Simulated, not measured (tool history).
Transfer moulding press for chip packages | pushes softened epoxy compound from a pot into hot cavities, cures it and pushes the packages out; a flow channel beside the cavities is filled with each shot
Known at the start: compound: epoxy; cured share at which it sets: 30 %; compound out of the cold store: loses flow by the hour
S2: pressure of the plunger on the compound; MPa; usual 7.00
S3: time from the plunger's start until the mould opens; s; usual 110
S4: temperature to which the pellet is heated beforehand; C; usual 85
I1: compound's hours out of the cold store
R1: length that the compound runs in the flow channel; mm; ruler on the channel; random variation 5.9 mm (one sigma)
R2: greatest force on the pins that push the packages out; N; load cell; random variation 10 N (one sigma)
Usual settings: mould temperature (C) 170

run 1 day=0.000 | mould_temperature_(C)=170 S2=7.00 S3=110 S4=85 | I1=18.7 | R1=757 R2=743
run 2 day=0.200 | mould_temperature_(C)=170 S2=7.00 S3=110 S4=85 | I1=9.9 | R1=784 R2=827
run 3 day=0.462 | mould_temperature_(C)=172 S2=7.00 S3=110 S4=85 | I1=31.5 | R1=705 R2=767
run 4 day=0.742 | mould_temperature_(C)=170 S2=7.86 S3=110 S4=85 | I1=35.0 | R1=730 R2=830
run 5 day=1.067 | mould_temperature_(C)=175 S2=7.00 S3=110 S4=85 | I1=16.8 | R1=741 R2=761
-- day=1.333 cavities cleaned with cleaning compound and waxed
run 6 day=1.496 | mould_temperature_(C)=175 S2=7.00 S3=110 S4=85 | I1=19.6 | R1=728 R2=491
run 7 day=1.754 | mould_temperature_(C)=175 S2=7.00 S3=110 S4=85 | I1=28.9 | R1=703 R2=571
run 8 day=1.979 | mould_temperature_(C)=170 S2=7.00 S3=110 S4=85 | I1=29.0 | R1=709 R2=689
run 9 day=2.179 | mould_temperature_(C)=170 S2=7.00 S3=110 S4=85 | I1=32.7 | R1=699 R2=682
run 10 day=2.421 | mould_temperature_(C)=170 S2=7.00 S3=110 S4=85 | I1=38.3 | R1=678 R2=747
run 11 day=2.604 | mould_temperature_(C)=170 S2=7.00 S3=97 S4=85 | I1=20.2 | R1=734 R2=919
run 12 day=2.917 | mould_temperature_(C)=170 S2=7.00 S3=112 S4=85 | I1=44.2 | R1=671 R2=797
run 13 day=3.112 | mould_temperature_(C)=170 S2=7.00 S3=112 S4=85 | I1=18.4 | R1=746 R2=841
run 14 day=3.338 | mould_temperature_(C)=170 S2=7.00 S3=112 S4=85 | I1=28.4 | R1=703 R2=841
run 15 day=3.600 | mould_temperature_(C)=170 S2=7.00 S3=112 S4=85 | I1=28.8 | R1=710 R2=870
-- day=3.712 cavities cleaned with cleaning compound and waxed
run 16 day=4.033 | mould_temperature_(C)=170 S2=7.77 S3=110 S4=83 | I1=39.5 | R1=715 R2=614
run 17 day=4.388 | mould_temperature_(C)=170 S2=7.77 S3=110 S4=83 | I1=42.4 | R1=700 R2=666
run 18 day=4.725 | mould_temperature_(C)=177 S2=7.99 S3=149 S4=85 | I1=15.1 | R1=784 R2=647
run 19 day=5.079 | mould_temperature_(C)=177 S2=7.99 S3=149 S4=85 | I1=40.5 | R1=686 R2=709
run 20 day=5.325 | mould_temperature_(C)=176 S2=7.75 S3=120 S4=80 | I1=34.7 | R1=705 R2=745
run 21 day=5.533 | mould_temperature_(C)=176 S2=7.75 S3=123 S4=80 | I1=26.4 | R1=726 R2=774
run 22 day=5.775 | mould_temperature_(C)=170 S2=7.00 S3=92 S4=85 | I1=40.7 | R1=661 R2=1047
-- day=6.092 cavities cleaned with cleaning compound and waxed
run 23 day=6.212 | mould_temperature_(C)=170 S2=7.00 S3=92 S4=85 | I1=26.1 | R1=716 R2=679
run 24 day=6.558 | mould_temperature_(C)=170 S2=7.00 S3=92 S4=85 | I1=46.5 | R1=647 R2=769
run 25 day=6.904 | mould_temperature_(C)=164 S2=5.76 S3=122 S4=85 | I1=38.4 | R1=625 R2=803
run 26 day=7.233 | mould_temperature_(C)=177 S2=5.51 S3=117 S4=79 | I1=47.8 | R1=562 R2=677
run 27 day=7.492 | mould_temperature_(C)=170 S2=8.32 S3=93 S4=94 | I1=31.4 | R1=760 R2=966
run 28 day=7.700 | mould_temperature_(C)=170 S2=8.32 S3=93 S4=94 | I1=35.8 | R1=736 R2=974

Forecast each of these 3 alternatives for the next run:
run A day=8.083 | mould_temperature_(C)=177 S2=8.32 S3=139 S4=88 | I1=33.0 | R1=? R2=?
run B day=8.083 | mould_temperature_(C)=169 S2=5.25 S3=91 S4=85 | I1=34.6 | R1=? R2=?
run C day=8.083 | mould_temperature_(C)=167 S2=8.32 S3=134 S4=94 | I1=13.4 | R1=? R2=?

run=A R1=718 R2=748
run=B R1=596 R2=1175
run=C R1=822 R2=785
Without the tool's hidden state the same runs would have given:
run=A R1=774 R2=437
run=B R1=642 R2=657
run=C R1=885 R2=450

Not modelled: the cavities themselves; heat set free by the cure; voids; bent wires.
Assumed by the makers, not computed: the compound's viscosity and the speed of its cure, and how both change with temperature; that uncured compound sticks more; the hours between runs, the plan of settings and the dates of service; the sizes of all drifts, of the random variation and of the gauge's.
